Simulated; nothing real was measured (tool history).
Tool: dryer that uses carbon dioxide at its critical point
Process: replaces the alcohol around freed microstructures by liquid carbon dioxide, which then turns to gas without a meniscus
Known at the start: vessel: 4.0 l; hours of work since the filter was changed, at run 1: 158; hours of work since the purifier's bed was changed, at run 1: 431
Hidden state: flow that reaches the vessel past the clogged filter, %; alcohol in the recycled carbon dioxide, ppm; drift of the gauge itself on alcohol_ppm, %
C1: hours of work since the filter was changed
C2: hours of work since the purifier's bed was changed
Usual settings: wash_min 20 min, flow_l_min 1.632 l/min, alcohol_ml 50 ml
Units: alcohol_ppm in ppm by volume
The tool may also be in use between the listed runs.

{"run": 1, "day": 0.0, "wash_min": 20, "flow_l_min": 1.632, "alcohol_ml": 50, "C1": 158, "C2": 431, "alcohol_ppm": 112}
{"run": 2, "day": 1.083, "wash_min": 20, "flow_l_min": 1.632, "alcohol_ml": 50, "C1": 179, "C2": 451, "alcohol_ppm": 111}
{"run": 3, "day": 2.283, "wash_min": 20, "flow_l_min": 1.632, "alcohol_ml": 50, "C1": 201, "C2": 474, "alcohol_ppm": 116}
{"run": 4, "day": 3.154, "wash_min": 19, "flow_l_min": 1.632, "alcohol_ml": 50, "C1": 217, "C2": 490, "alcohol_ppm": 150}
{"run": 5, "day": 3.679, "wash_min": 19, "flow_l_min": 1.632, "alcohol_ml": 50, "C1": 227, "C2": 500, "alcohol_ppm": 142}
{"run": 6, "day": 4.462, "wash_min": 19, "flow_l_min": 1.632, "alcohol_ml": 50, "C1": 242, "C2": 514, "alcohol_ppm": 143}
{"run": 7, "day": 5.542, "wash_min": 28, "flow_l_min": 1.632, "alcohol_ml": 50, "C1": 262, "C2": 534, "alcohol_ppm": 100}
{"run": 8, "day": 6.088, "wash_min": 28, "flow_l_min": 1.632, "alcohol_ml": 50, "C1": 272, "C2": 545, "alcohol_ppm": 88}
{"run": 9, "day": 6.742, "wash_min": 28, "flow_l_min": 1.632, "alcohol_ml": 50, "C1": 284, "C2": 557, "alcohol_ppm": 94}
{"run": 10, "day": 7.417, "wash_min": 20, "flow_l_min": 1.632, "alcohol_ml": 50, "C1": 297, "C2": 569, "alcohol_ppm": 133}
{"run": 11, "day": 8.508, "wash_min": 14, "flow_l_min": 1.12, "alcohol_ml": 50, "C1": 317, "C2": 590, "alcohol_ppm": 977}
{"day": 9.258, "done": "inlet filter changed"}
{"run": 12, "day": 9.4, "wash_min": 16, "flow_l_min": 1.12, "alcohol_ml": 59, "C1": 3, "C2": 606, "alcohol_ppm": 552}
{"run": 13, "day": 10.517, "wash_min": 17, "flow_l_min": 1.26, "alcohol_ml": 59, "C1": 23, "C2": 626, "alcohol_ppm": 348}
{"run": 14, "day": 11.604, "wash_min": 17, "flow_l_min": 1.26, "alcohol_ml": 59, "C1": 44, "C2": 647, "alcohol_ppm": 366}
{"run": 15, "day": 12.55, "wash_min": 15, "flow_l_min": 1.26, "alcohol_ml": 59, "C1": 61, "C2": 664, "alcohol_ppm": 515}
{"run": 16, "day": 13.317, "wash_min": 13, "flow_l_min": 1.02, "alcohol_ml": 28, "C1": 76, "C2": 679, "alcohol_ppm": 675}
{"run": 17, "day": 14.521, "wash_min": 13, "flow_l_min": 2.32, "alcohol_ml": 46, "C1": 98, "C2": 701, "alcohol_ppm": 177}
{"run": 18, "day": 15.512, "wash_min": 15, "flow_l_min": 2.26, "alcohol_ml": 52, "C1": 117, "C2": 720, "alcohol_ppm": 140}
{"run": 19, "day": 16.279, "wash_min": 12, "flow_l_min": 2.48, "alcohol_ml": 108, "C1": 131, "C2": 734, "alcohol_ppm": 271}
{"run": 20, "day": 17.392, "wash_min": 17, "flow_l_min": 1.632, "alcohol_ml": 50, "C1": 152, "C2": 755, "alcohol_ppm": 217}

4 ways to go on from here, each from the tool as it stands after run 20. What would each give?
{"run": "A", "day": 18.212, "wash_min": 17, "flow_l_min": 2.36, "alcohol_ml": 50, "C1": 167, "C2": 770, "alcohol_ppm": "?"}
{"run": "B", "day": 18.212, "wash_min": 13, "flow_l_min": 1.632, "alcohol_ml": 38, "C1": 167, "C2": 770, "alcohol_ppm": "?"}
{"run": "C", "day": 18.212, "wash_min": 17, "flow_l_min": 0.99, "alcohol_ml": 50, "C1": 167, "C2": 770, "alcohol_ppm": "?"}
{"run": "D", "day": 18.212, "wash_min": 16, "flow_l_min": 1.632, "alcohol_ml": 50, "C1": 167, "C2": 770, "alcohol_ppm": "?"}

run=A alcohol_ppm=132
run=B alcohol_ppm=334
run=C alcohol_ppm=699
run=D alcohol_ppm=249
Without the tool's hidden state the same runs would have given:
run=A alcohol_ppm=1
run=B alcohol_ppm=153
run=C alcohol_ppm=446
run=D alcohol_ppm=87
